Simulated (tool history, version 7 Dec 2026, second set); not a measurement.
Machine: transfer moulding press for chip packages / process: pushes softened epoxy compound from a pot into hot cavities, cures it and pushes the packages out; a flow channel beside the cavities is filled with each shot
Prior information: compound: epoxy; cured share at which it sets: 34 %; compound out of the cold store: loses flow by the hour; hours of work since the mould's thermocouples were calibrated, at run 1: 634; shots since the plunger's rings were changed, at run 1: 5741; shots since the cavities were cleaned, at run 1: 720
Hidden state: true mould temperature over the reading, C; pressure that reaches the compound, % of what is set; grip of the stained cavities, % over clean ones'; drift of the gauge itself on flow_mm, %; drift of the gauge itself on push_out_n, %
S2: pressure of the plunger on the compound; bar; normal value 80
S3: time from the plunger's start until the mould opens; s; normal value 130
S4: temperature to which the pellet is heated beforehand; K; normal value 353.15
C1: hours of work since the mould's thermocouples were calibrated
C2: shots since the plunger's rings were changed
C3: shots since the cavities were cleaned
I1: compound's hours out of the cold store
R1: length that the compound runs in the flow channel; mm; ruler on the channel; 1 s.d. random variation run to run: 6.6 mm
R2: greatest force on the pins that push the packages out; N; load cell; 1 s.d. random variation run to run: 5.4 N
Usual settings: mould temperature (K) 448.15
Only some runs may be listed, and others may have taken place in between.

run 1 hour=0 | mould_temperature_(K)=448.15 S2=80 S3=130 S4=353.15 | C1=634 C2=5741 C3=720 | I1=14 | R1=767 R2=183
run 2 hour=38.6 | mould_temperature_(K)=448.15 S2=80 S3=130 S4=353.15 | C1=664 C2=6147 C3=1126 | I1=29.7 | R1=707 R2=190
-- hour=46.2 cavities cleaned with cleaning compound and waxed
run 3 hour=60 | mould_temperature_(K)=448.15 S2=80 S3=130 S4=353.15 | C1=680 C2=6358 C3=146 | I1=30 | R1=707 R2=184
run 4 hour=83.1 | mould_temperature_(K)=448.15 S2=80 S3=130 S4=353.15 | C1=697 C2=6601 C3=389 | I1=33.1 | R1=702 R2=181
run 5 hour=108.2 | mould_temperature_(K)=448.15 S2=80 S3=130 S4=353.15 | C1=717 C2=6866 C3=654 | I1=29.6 | R1=720 R2=182
-- hour=113.9 plunger's sealing rings changed
run 6 hour=128.8 | mould_temperature_(K)=448.15 S2=80 S3=130 S4=353.15 | C1=731 C2=157 C3=844 | I1=20.1 | R1=730 R2=193
-- hour=163.9 cavities cleaned with cleaning compound and waxed
run 7 hour=164.6 | mould_temperature_(K)=442.15 S2=80 S3=129 S4=353.15 | C1=757 C2=519 C3=7 | I1=36.1 | R1=710 R2=241
run 8 hour=187.2 | mould_temperature_(K)=442.15 S2=85.2 S3=136 S4=353.15 | C1=775 C2=758 C3=246 | I1=17.7 | R1=790 R2=224
run 9 hour=217.1 | mould_temperature_(K)=448.15 S2=88.2 S3=130 S4=353.15 | C1=798 C2=1072 C3=560 | I1=46.6 | R1=704 R2=179
-- hour=236.5 mould's thermocouples calibrated
run 10 hour=254.2 | mould_temperature_(K)=448.15 S2=88.2 S3=130 S4=353.15 | C1=14 C2=1443 C3=931 | I1=21.9 | R1=768 R2=178
run 11 hour=276.5 | mould_temperature_(K)=448.15 S2=83.4 S3=161 S4=353.15 | C1=31 C2=1678 C3=1166 | I1=17.4 | R1=766 R2=161

Predict each of these 4 candidate next runs independently; none follows another, all start after run 11:
-- hour=279.7 cavities cleaned with cleaning compound and waxed
run A hour=300.4 | mould_temperature_(K)=448.15 S2=66.1 S3=120 S4=360.15 | C1=48 C2=1915 C3=219 | I1=21.7 | R1=? R2=?
-- hour=279.7 cavities cleaned with cleaning compound and waxed
run B hour=300.4 | mould_temperature_(K)=448.15 S2=62.4 S3=161 S4=353.15 | C1=48 C2=1915 C3=219 | I1=21.3 | R1=? R2=?
-- hour=279.7 cavities cleaned with cleaning compound and waxed
run C hour=300.4 | mould_temperature_(K)=448.15 S2=90 S3=128 S4=353.15 | C1=48 C2=1915 C3=219 | I1=12.8 | R1=? R2=?
-- hour=279.7 cavities cleaned with cleaning compound and waxed
run D hour=300.4 | mould_temperature_(K)=444.15 S2=83.4 S3=147 S4=349.15 | C1=48 C2=1915 C3=219 | I1=8.1 | R1=? R2=?

run=A R1=671 R2=195
run=B R1=653 R2=158
run=C R1=815 R2=188
run=D R1=805 R2=192
The same runs, with their run-to-run variation unchanged, on a tool lacking any hidden condition would have given:
run=A R1=672 R2=194
run=B R1=654 R2=157
run=C R1=816 R2=186
run=D R1=806 R2=191

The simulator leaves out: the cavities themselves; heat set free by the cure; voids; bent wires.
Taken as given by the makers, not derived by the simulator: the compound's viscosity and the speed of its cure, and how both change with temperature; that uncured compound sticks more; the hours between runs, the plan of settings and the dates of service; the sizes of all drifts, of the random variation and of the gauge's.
